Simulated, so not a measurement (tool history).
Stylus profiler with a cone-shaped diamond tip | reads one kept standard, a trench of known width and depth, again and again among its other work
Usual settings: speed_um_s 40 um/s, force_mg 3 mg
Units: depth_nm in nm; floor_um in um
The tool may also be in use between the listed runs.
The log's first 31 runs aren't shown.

{"run": 32, "hour": 2436.4, "speed_um_s": 19, "force_mg": 3.81, "depth_nm": 1018.7, "floor_um": 94.03}
{"run": 33, "hour": 2513.6, "speed_um_s": 80, "force_mg": 4.72, "depth_nm": 1021.93, "floor_um": 93.84}
{"run": 34, "hour": 2616.7, "speed_um_s": 21, "force_mg": 1.31, "depth_nm": 1009.62, "floor_um": 93.87}
{"run": 35, "hour": 2696.1, "speed_um_s": 103, "force_mg": 1.27, "depth_nm": 1009.18, "floor_um": 93.36}
{"run": 36, "hour": 2767.1, "speed_um_s": 103, "force_mg": 1.27, "depth_nm": 1009.84, "floor_um": 93.32}
{"run": 37, "hour": 2851.7, "speed_um_s": 103, "force_mg": 1.27, "depth_nm": 1009.79, "floor_um": 93.19}
{"hour": 2859.2, "done": "new tip fitted, height scale calibrated"}
{"run": 38, "hour": 2953.4, "speed_um_s": 103, "force_mg": 1.27, "depth_nm": 1008.59, "floor_um": 95.7}
{"run": 39, "hour": 3043.3, "speed_um_s": 103, "force_mg": 1.27, "depth_nm": 1008.84, "floor_um": 95.68}
{"run": 40, "hour": 3113.8, "speed_um_s": 45, "force_mg": 5.87, "depth_nm": 1024.95, "floor_um": 96.1}
{"run": 41, "hour": 3208.4, "speed_um_s": 64, "force_mg": 2.33, "depth_nm": 1013.33, "floor_um": 95.86}
{"run": 42, "hour": 3259.7, "speed_um_s": 64, "force_mg": 2.33, "depth_nm": 1013.74, "floor_um": 95.88}
{"run": 43, "hour": 3360.3, "speed_um_s": 20, "force_mg": 2.91, "depth_nm": 1015.61, "floor_um": 95.96}
{"run": 44, "hour": 3443.9, "speed_um_s": 109, "force_mg": 5.79, "depth_nm": 1025.27, "floor_um": 95.65}
{"run": 45, "hour": 3533.8, "speed_um_s": 88, "force_mg": 1.18, "depth_nm": 1008.93, "floor_um": 95.31}

4 ways to go on from here, each from the tool as it stands after run 45. What would each give?
{"run": "A", "hour": 3632.9, "speed_um_s": 88, "force_mg": 4.18, "depth_nm": "?", "floor_um": "?"}
{"run": "B", "hour": 3632.9, "speed_um_s": 68, "force_mg": 2.89, "depth_nm": "?", "floor_um": "?"}
{"run": "C", "hour": 3632.9, "speed_um_s": 108, "force_mg": 5.65, "depth_nm": "?", "floor_um": "?"}
{"run": "D", "hour": 3632.9, "speed_um_s": 16, "force_mg": 4, "depth_nm": "?", "floor_um": "?"}

run=A depth_nm=1020.03 floor_um=95.42
run=B depth_nm=1016.29 floor_um=95.53
run=C depth_nm=1024.81 floor_um=95.49
run=D depth_nm=1019.92 floor_um=95.73
Without the tool's hidden state the same runs would have given:
run=A depth_nm=1019.68 floor_um=96.17
run=B depth_nm=1015.94 floor_um=96.27
run=C depth_nm=1024.46 floor_um=96.24
run=D depth_nm=1019.57 floor_um=96.48
